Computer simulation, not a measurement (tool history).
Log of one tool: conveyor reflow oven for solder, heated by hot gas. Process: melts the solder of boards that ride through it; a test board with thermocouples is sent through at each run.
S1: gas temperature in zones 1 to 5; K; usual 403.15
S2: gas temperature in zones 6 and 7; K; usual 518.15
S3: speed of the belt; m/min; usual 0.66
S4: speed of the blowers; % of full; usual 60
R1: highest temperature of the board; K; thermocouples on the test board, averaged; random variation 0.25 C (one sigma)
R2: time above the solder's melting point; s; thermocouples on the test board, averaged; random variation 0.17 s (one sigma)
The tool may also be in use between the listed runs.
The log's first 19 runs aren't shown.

{"run": 20, "hour": 134.0, "S1": 403.15, "S2": 518.15, "S3": 0.665, "S4": 60, "R1": 483.25, "R2": 32.7}
{"run": 21, "hour": 142.6, "S1": 403.15, "S2": 518.15, "S3": 0.665, "S4": 60, "R1": 482.85, "R2": 32.3}
{"run": 22, "hour": 150.9, "S1": 402.15, "S2": 526.15, "S3": 0.66, "S4": 67, "R1": 493.15, "R2": 39.2}
{"run": 23, "hour": 158.7, "S1": 407.15, "S2": 522.15, "S3": 0.768, "S4": 71, "R1": 486.25, "R2": 30.5}
{"run": 24, "hour": 162.5, "S1": 407.15, "S2": 522.15, "S3": 0.768, "S4": 87, "R1": 493.15, "R2": 34.6}
{"run": 25, "hour": 167.5, "S1": 403.15, "S2": 518.15, "S3": 0.598, "S4": 60, "R1": 487.75, "R2": 40.1}
{"run": 26, "hour": 171.7, "S1": 402.15, "S2": 518.15, "S3": 0.567, "S4": 87, "R1": 499.85, "R2": 51}
{"run": 27, "hour": 179.7, "S1": 402.15, "S2": 518.15, "S3": 0.567, "S4": 87, "R1": 499.85, "R2": 50.8}
{"run": 28, "hour": 187.4, "S1": 402.15, "S2": 518.15, "S3": 0.755, "S4": 87, "R1": 489.45, "R2": 32.6}
{"run": 29, "hour": 193.1, "S1": 403.15, "S2": 510.15, "S3": 0.784, "S4": 74, "R1": 476.75, "R2": 22.7}
{"run": 30, "hour": 202.2, "S1": 403.15, "S2": 518.15, "S3": 0.66, "S4": 66, "R1": 486.45, "R2": 35.1}
{"run": 31, "hour": 207.7, "S1": 403.15, "S2": 518.15, "S3": 0.66, "S4": 66, "R1": 486.75, "R2": 35.3}

Forecast each of these 3 alternatives for the next run:
{"run": "A", "hour": 215.6, "S1": 390.15, "S2": 523.15, "S3": 0.66, "S4": 80, "R1": "?", "R2": "?"}
{"run": "B", "hour": 215.6, "S1": 403.15, "S2": 512.15, "S3": 0.66, "S4": 54, "R1": "?", "R2": "?"}
{"run": "C", "hour": 215.6, "S1": 400.15, "S2": 518.15, "S3": 0.66, "S4": 60, "R1": "?", "R2": "?"}

run=A R1=494.05 R2=37.9
run=B R1=474.95 R2=25.5
run=C R1=481.95 R2=31.4
Without the tool's hidden state the same runs would have given:
run=A R1=497.65 R2=39.6
run=B R1=477.85 R2=28.1
run=C R1=485.05 R2=33.6
